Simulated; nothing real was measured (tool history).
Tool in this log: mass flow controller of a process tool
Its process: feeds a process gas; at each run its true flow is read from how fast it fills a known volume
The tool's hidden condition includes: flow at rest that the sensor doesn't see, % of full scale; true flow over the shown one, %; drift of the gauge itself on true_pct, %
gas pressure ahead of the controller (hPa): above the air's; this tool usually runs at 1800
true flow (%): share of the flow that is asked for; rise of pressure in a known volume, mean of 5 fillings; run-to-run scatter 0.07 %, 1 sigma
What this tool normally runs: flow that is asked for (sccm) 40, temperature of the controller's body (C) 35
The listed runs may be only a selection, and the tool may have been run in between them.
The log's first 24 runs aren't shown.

| run | day | flow that is asked for (sccm) | gas pressure ahead of the controller (hPa) | temperature of the controller's body (C) | hours of work since the controller was set to zero | hours of work since the controller was changed | true flow (%) |
|---|---|---|---|---|---|---|---|
| 25 | 138.475 | 11 | 2800 | 40 | 2896 | 2896 | 97.54 |
| 26 | 144.350 | 22 | 1510 | 27 | 2971 | 2971 | 98.88 |
| 27 | 151.946 | 5 | 1800 | 30 | 3067 | 3067 | 101.09 |
| 28 | 156.729 | 14 | 1570 | 21 | 3127 | 3127 | 99.91 |
| 29 | 162.708 | 8 | 2100 | 35 | 3203 | 3203 | 99.09 |
| 30 | 166.850 | 8 | 2100 | 35 | 3255 | 3255 | 99.08 |
| 31 | 171.871 | 40 | 2050 | 35 | 3319 | 3319 | 97.83 |
| 32 | 175.779 | 10 | 1740 | 35 | 3368 | 3368 | 98.80 |
| 33 | 179.992 | 40 | 1800 | 38 | 3421 | 3421 | 97.58 |

Predict each of these 3 candidate next runs independently; none follows another, all start after run 33:
| A | 183.921 | 6 | 2370 | 39 | 3471 | 3471 | ? |
| B | 183.921 | 34 | 1600 | 33 | 3471 | 3471 | ? |
| C | 183.921 | 35 | 1430 | 35 | 3471 | 3471 | ? |

| run | true flow (%) |
|---|---|
| A | 99.49 |
| B | 97.99 |
| C | 97.90 |
The same runs, with their run-to-run variation unchanged, on a tool lacking any hidden condition would have given:
| run | true flow (%) |
|---|---|
| A | 96.79 |
| B | 98.59 |
| C | 98.52 |
